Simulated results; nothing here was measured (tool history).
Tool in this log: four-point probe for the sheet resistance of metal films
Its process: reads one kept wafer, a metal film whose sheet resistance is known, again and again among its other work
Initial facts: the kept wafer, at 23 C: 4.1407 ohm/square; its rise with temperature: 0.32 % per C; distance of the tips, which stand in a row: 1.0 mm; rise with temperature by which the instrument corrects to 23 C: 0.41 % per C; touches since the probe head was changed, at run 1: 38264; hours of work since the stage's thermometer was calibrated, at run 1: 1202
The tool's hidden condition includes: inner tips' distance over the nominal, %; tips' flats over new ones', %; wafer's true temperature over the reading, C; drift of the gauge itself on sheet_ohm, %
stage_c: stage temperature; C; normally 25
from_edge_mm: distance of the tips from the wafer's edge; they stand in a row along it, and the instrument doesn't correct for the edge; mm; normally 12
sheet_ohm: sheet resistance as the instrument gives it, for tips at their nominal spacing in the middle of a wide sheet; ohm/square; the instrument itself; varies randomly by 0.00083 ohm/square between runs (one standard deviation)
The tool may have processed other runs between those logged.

run,hour,stage_c,from_edge_mm,touches since the probe head was changed,hours of work since the stage's thermometer was calibrated,sheet_ohm
1,0.0,25,12,38264,1202,4.149167
2,21.5,25,49,38823,1215,4.133845
3,50.8,25,5,39582,1233,4.221228
4,81.3,25,5,40374,1252,4.222303
5,114.5,34,12,41235,1272,4.113010
# hour 149.5: stage's thermometer calibrated
6,151.4,18,12,42180,1,4.176570
7,178.9,26,28,42894,18,4.132867
8,214.0,33,50,43804,39,4.103317
9,259.3,26,23,44981,67,4.133579
10,279.8,23,3,45513,79,4.373938
11,304.2,23,3,46145,94,4.372532

Entry by entry between the runs, the difference in hidden state between the last listed run before and the first listed run after:
Between runs 5 and 6: stage's thermometer calibrated (hour 149.5)
  both runs share identical hidden conditions
